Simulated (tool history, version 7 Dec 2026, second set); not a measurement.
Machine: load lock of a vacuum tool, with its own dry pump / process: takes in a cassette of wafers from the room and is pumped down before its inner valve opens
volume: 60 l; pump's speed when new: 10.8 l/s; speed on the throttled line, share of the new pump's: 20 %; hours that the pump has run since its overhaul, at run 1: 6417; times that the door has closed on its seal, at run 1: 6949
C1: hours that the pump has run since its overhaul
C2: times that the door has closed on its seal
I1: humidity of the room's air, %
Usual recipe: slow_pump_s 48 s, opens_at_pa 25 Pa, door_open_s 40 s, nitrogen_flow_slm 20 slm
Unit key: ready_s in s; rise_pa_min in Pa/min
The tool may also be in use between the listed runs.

{"run": 1, "hour": 0.0, "slow_pump_s": 48, "opens_at_pa": 25, "door_open_s": 40, "nitrogen_flow_slm": 20, "C1": 6417, "C2": 6949, "I1": 47.7, "ready_s": 86.6, "rise_pa_min": 0.057}
{"run": 2, "hour": 63.4, "slow_pump_s": 48, "opens_at_pa": 25, "door_open_s": 40, "nitrogen_flow_slm": 20, "C1": 6480, "C2": 7160, "I1": 43.9, "ready_s": 87.8, "rise_pa_min": 0.058}
{"run": 3, "hour": 175.4, "slow_pump_s": 48, "opens_at_pa": 25, "door_open_s": 40, "nitrogen_flow_slm": 20, "C1": 6592, "C2": 7534, "I1": 45.4, "ready_s": 87.4, "rise_pa_min": 0.06}
{"run": 4, "hour": 260.5, "slow_pump_s": 48, "opens_at_pa": 50, "door_open_s": 40, "nitrogen_flow_slm": 20, "C1": 6677, "C2": 7818, "I1": 42.3, "ready_s": 84.6, "rise_pa_min": 0.064}
{"run": 5, "hour": 361.1, "slow_pump_s": 48, "opens_at_pa": 25, "door_open_s": 40, "nitrogen_flow_slm": 15, "C1": 6778, "C2": 8153, "I1": 44.3, "ready_s": 88.6, "rise_pa_min": 0.067}
{"run": 6, "hour": 455.3, "slow_pump_s": 48, "opens_at_pa": 25, "door_open_s": 40, "nitrogen_flow_slm": 15, "C1": 6872, "C2": 8467, "I1": 46.1, "ready_s": 89.6, "rise_pa_min": 0.076}
{"run": 7, "hour": 562.6, "slow_pump_s": 48, "opens_at_pa": 25, "door_open_s": 40, "nitrogen_flow_slm": 8, "C1": 6979, "C2": 8825, "I1": 45.6, "ready_s": 89.1, "rise_pa_min": 0.082}
{"run": 8, "hour": 651.3, "slow_pump_s": 48, "opens_at_pa": 25, "door_open_s": 40, "nitrogen_flow_slm": 8, "C1": 7068, "C2": 9120, "I1": 43.3, "ready_s": 88.4, "rise_pa_min": 0.084}
{"run": 9, "hour": 767.3, "slow_pump_s": 48, "opens_at_pa": 25, "door_open_s": 40, "nitrogen_flow_slm": 8, "C1": 7184, "C2": 9507, "I1": 44.1, "ready_s": 88.6, "rise_pa_min": 0.091}
{"run": 10, "hour": 900.1, "slow_pump_s": 48, "opens_at_pa": 25, "door_open_s": 40, "nitrogen_flow_slm": 8, "C1": 7317, "C2": 9950, "I1": 45.6, "ready_s": 87.3, "rise_pa_min": 0.089}
{"run": 11, "hour": 999.9, "slow_pump_s": 48, "opens_at_pa": 25, "door_open_s": 40, "nitrogen_flow_slm": 8, "C1": 7417, "C2": 10283, "I1": 43.8, "ready_s": 87.9, "rise_pa_min": 0.094}
{"run": 12, "hour": 1106.7, "slow_pump_s": 48, "opens_at_pa": 25, "door_open_s": 40, "nitrogen_flow_slm": 8, "C1": 7524, "C2": 10639, "I1": 43.3, "ready_s": 88.1, "rise_pa_min": 0.091}
{"run": 13, "hour": 1211.3, "slow_pump_s": 48, "opens_at_pa": 39, "door_open_s": 40, "nitrogen_flow_slm": 20, "C1": 7628, "C2": 10987, "I1": 38.6, "ready_s": 86, "rise_pa_min": 0.087}
{"run": 14, "hour": 1280.7, "slow_pump_s": 48, "opens_at_pa": 39, "door_open_s": 40, "nitrogen_flow_slm": 20, "C1": 7698, "C2": 11219, "I1": 44.1, "ready_s": 85.7, "rise_pa_min": 0.09}
{"run": 15, "hour": 1409.2, "slow_pump_s": 48, "opens_at_pa": 39, "door_open_s": 40, "nitrogen_flow_slm": 20, "C1": 7826, "C2": 11647, "I1": 47.9, "ready_s": 85.6, "rise_pa_min": 0.093}
{"run": 16, "hour": 1536.1, "slow_pump_s": 48, "opens_at_pa": 39, "door_open_s": 40, "nitrogen_flow_slm": 20, "C1": 7953, "C2": 12070, "I1": 45.1, "ready_s": 84.8, "rise_pa_min": 0.096}
{"run": 17, "hour": 1632.9, "slow_pump_s": 48, "opens_at_pa": 39, "door_open_s": 40, "nitrogen_flow_slm": 20, "C1": 8050, "C2": 12393, "I1": 46.3, "ready_s": 86.5, "rise_pa_min": 0.096}
{"run": 18, "hour": 1726.7, "slow_pump_s": 61, "opens_at_pa": 25, "door_open_s": 40, "nitrogen_flow_slm": 20, "C1": 8144, "C2": 12706, "I1": 46.2, "ready_s": 98.8, "rise_pa_min": 0.103}
{"run": 19, "hour": 1796.7, "slow_pump_s": 61, "opens_at_pa": 25, "door_open_s": 40, "nitrogen_flow_slm": 20, "C1": 8214, "C2": 12939, "I1": 44.3, "ready_s": 100.7, "rise_pa_min": 0.104}
{"run": 20, "hour": 1873.6, "slow_pump_s": 61, "opens_at_pa": 25, "door_open_s": 40, "nitrogen_flow_slm": 20, "C1": 8290, "C2": 13195, "I1": 46, "ready_s": 99.1, "rise_pa_min": 0.106}
{"run": 21, "hour": 1961.7, "slow_pump_s": 30, "opens_at_pa": 25, "door_open_s": 40, "nitrogen_flow_slm": 5, "C1": 8379, "C2": 13489, "I1": 43.5, "ready_s": 75, "rise_pa_min": 0.116}
{"run": 22, "hour": 2095.7, "slow_pump_s": 48, "opens_at_pa": 23, "door_open_s": 118, "nitrogen_flow_slm": 20, "C1": 8513, "C2": 13936, "I1": 44.3, "ready_s": 89.5, "rise_pa_min": 0.121}
{"run": 23, "hour": 2174.1, "slow_pump_s": 48, "opens_at_pa": 23, "door_open_s": 118, "nitrogen_flow_slm": 20, "C1": 8591, "C2": 14198, "I1": 42.7, "ready_s": 89.9, "rise_pa_min": 0.118}
{"run": 24, "hour": 2269.1, "slow_pump_s": 72, "opens_at_pa": 29, "door_open_s": 49, "nitrogen_flow_slm": 8, "C1": 8686, "C2": 14514, "I1": 48.2, "ready_s": 105.9, "rise_pa_min": 0.131}
{"run": 25, "hour": 2384.2, "slow_pump_s": 72, "opens_at_pa": 29, "door_open_s": 49, "nitrogen_flow_slm": 8, "C1": 8801, "C2": 14898, "I1": 43.7, "ready_s": 106.8, "rise_pa_min": 0.129}
{"run": 26, "hour": 2499.4, "slow_pump_s": 72, "opens_at_pa": 25, "door_open_s": 153, "nitrogen_flow_slm": 7, "C1": 8916, "C2": 15282, "I1": 47.5, "ready_s": 107.2, "rise_pa_min": 0.153}
{"run": 27, "hour": 2630.4, "slow_pump_s": 26, "opens_at_pa": 38, "door_open_s": 100, "nitrogen_flow_slm": 5, "C1": 9047, "C2": 15719, "I1": 46.2, "ready_s": 69.6, "rise_pa_min": 0.153}
{"run": 28, "hour": 2742.3, "slow_pump_s": 26, "opens_at_pa": 38, "door_open_s": 100, "nitrogen_flow_slm": 5, "C1": 9159, "C2": 16092, "I1": 44.6, "ready_s": 69.5, "rise_pa_min": 0.154}
{"run": 29, "hour": 2865.0, "slow_pump_s": 55, "opens_at_pa": 31, "door_open_s": 33, "nitrogen_flow_slm": 31, "C1": 9282, "C2": 16501, "I1": 45.3, "ready_s": 93.4, "rise_pa_min": 0.128}
{"run": 30, "hour": 2925.3, "slow_pump_s": 55, "opens_at_pa": 31, "door_open_s": 33, "nitrogen_flow_slm": 31, "C1": 9342, "C2": 16702, "I1": 43.2, "ready_s": 93.1, "rise_pa_min": 0.129}
{"run": 31, "hour": 3037.3, "slow_pump_s": 55, "opens_at_pa": 31, "door_open_s": 33, "nitrogen_flow_slm": 31, "C1": 9454, "C2": 17075, "I1": 45.4, "ready_s": 94, "rise_pa_min": 0.132}
{"run": 32, "hour": 3144.9, "slow_pump_s": 55, "opens_at_pa": 41, "door_open_s": 31, "nitrogen_flow_slm": 4, "C1": 9562, "C2": 17434, "I1": 46.1, "ready_s": 91.9, "rise_pa_min": 0.153}
{"run": 33, "hour": 3272.9, "slow_pump_s": 55, "opens_at_pa": 41, "door_open_s": 31, "nitrogen_flow_slm": 4, "C1": 9690, "C2": 17861, "I1": 46.1, "ready_s": 91.9, "rise_pa_min": 0.157}
{"run": 34, "hour": 3366.1, "slow_pump_s": 55, "opens_at_pa": 41, "door_open_s": 31, "nitrogen_flow_slm": 4, "C1": 9783, "C2": 18172, "I1": 46, "ready_s": 92, "rise_pa_min": 0.161}
{"run": 35, "hour": 3437.2, "slow_pump_s": 61, "opens_at_pa": 35, "door_open_s": 37, "nitrogen_flow_slm": 20, "C1": 9854, "C2": 18409, "I1": 44.3, "ready_s": 98.6, "rise_pa_min": 0.15}
{"run": 36, "hour": 3510.5, "slow_pump_s": 61, "opens_at_pa": 35, "door_open_s": 37, "nitrogen_flow_slm": 20, "C1": 9927, "C2": 18653, "I1": 48, "ready_s": 98.8, "rise_pa_min": 0.151}
{"run": 37, "hour": 3567.7, "slow_pump_s": 48, "opens_at_pa": 25, "door_open_s": 31, "nitrogen_flow_slm": 20, "C1": 9985, "C2": 18844, "I1": 44, "ready_s": 89.3, "rise_pa_min": 0.161}

4 options for the next run, each taken on its own from the tool as it stands now. Forecast them:
{"run": "A", "hour": 3638.8, "slow_pump_s": 48, "opens_at_pa": 48, "door_open_s": 31, "nitrogen_flow_slm": 20, "C1": 10056, "C2": 19081, "I1": 48.8, "ready_s": "?", "rise_pa_min": "?"}
{"run": "B", "hour": 3638.8, "slow_pump_s": 48, "opens_at_pa": 23, "door_open_s": 26, "nitrogen_flow_slm": 22, "C1": 10056, "C2": 19081, "I1": 42.1, "ready_s": "?", "rise_pa_min": "?"}
{"run": "C", "hour": 3638.8, "slow_pump_s": 48, "opens_at_pa": 25, "door_open_s": 41, "nitrogen_flow_slm": 20, "C1": 10056, "C2": 19081, "I1": 44.8, "ready_s": "?", "rise_pa_min": "?"}
{"run": "D", "hour": 3638.8, "slow_pump_s": 28, "opens_at_pa": 49, "door_open_s": 40, "nitrogen_flow_slm": 20, "C1": 10056, "C2": 19081, "I1": 46.7, "ready_s": "?", "rise_pa_min": "?"}

run=A ready_s=87 rise_pa_min=0.16
run=B ready_s=90.4 rise_pa_min=0.151
run=C ready_s=91.3 rise_pa_min=0.155
run=D ready_s=70.3 rise_pa_min=0.17
The same runs, with their run-to-run variation unchanged, on a tool lacking any hidden condition would have given:
run=A ready_s=82.3 rise_pa_min=0.024
run=B ready_s=85.1 rise_pa_min=0.017
run=C ready_s=86 rise_pa_min=0.021
run=D ready_s=65 rise_pa_min=0.033
